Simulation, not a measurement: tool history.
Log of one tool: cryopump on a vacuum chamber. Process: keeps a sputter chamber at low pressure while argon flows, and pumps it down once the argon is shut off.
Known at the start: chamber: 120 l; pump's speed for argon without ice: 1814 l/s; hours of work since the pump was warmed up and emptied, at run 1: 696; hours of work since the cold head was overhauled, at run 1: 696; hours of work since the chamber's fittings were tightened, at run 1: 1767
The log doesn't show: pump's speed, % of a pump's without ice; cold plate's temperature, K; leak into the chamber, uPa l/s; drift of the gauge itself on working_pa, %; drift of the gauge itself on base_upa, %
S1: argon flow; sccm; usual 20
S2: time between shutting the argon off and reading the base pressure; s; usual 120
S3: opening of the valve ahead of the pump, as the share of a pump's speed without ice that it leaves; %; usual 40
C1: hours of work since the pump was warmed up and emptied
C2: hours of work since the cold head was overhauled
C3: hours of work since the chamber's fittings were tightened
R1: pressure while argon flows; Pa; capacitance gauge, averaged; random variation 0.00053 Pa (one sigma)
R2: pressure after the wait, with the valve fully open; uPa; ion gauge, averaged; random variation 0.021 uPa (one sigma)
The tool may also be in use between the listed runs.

run,hour,S1,S2,S3,C1,C2,C3,R1,R2
1,0,20,120,40,696,696,1767,0.0506,1.29
2,22.2,20,120,40,716,716,1786,0.0503,1.28
3,38.4,20,120,40,730,730,1801,0.0511,1.27
4,62.4,20,120,40,752,752,1822,0.0514,1.3
5,74.9,20,120,40,763,763,1833,0.0518,1.32
6,84.6,20,120,40,772,772,1842,0.0512,1.31
7,104,20,120,40,789,789,1859,0.0531,1.32
8,118.6,20,30,40,802,802,1872,0.0525,1.9
9,135,20,30,40,816,816,1887,0.053,1.87
10,157.5,20,30,40,837,837,1907,0.0528,1.81
11,177.7,20,120,40,854,854,1925,0.0529,1.39
12,192,20,120,40,867,867,1938,0.0519,1.42
13,212.5,20,61,20,885,885,1956,0.099,1.59
14,229.7,28,21,49,901,901,1971,0.0623,2.2
15,242.8,20,113,15,912,912,1983,0.1303,1.47
16,253.6,20,268,50,922,922,1992,0.0427,1.43
17,264.2,28,151,38,932,932,2002,0.0776,1.5
18,281.3,28,151,38,947,947,2017,0.0785,1.44
19,297.6,28,151,38,961,961,2032,0.0785,1.48
20,315.5,28,151,38,977,977,2048,0.0795,1.53
21,332.2,28,160,25,992,992,2062,0.1157,1.54
22,342,28,160,25,1001,1001,2071,0.1151,1.5
23,361.2,16,192,24,1018,1018,2088,0.0675,1.52
24,379.7,23,137,24,1034,1034,2105,0.0966,1.65

4 ways to go on from here, each from the tool as it stands after run 24. What would each give?
A,394.2,15,137,40,1047,1047,2118,?,?
B,394.2,35,276,40,1047,1047,2118,?,?
C,394.2,20,107,40,1047,1047,2118,?,?
D,394.2,11,189,34,1047,1047,2118,?,?

run,R1,R2
A,0.041,1.61
B,0.0949,1.53
C,0.0542,1.6
D,0.0348,1.54
Without the tool's hidden state the same runs would have given:
run,R1,R2
A,0.0351,0.31
B,0.0812,0.24
C,0.0463,0.32
D,0.0304,0.28
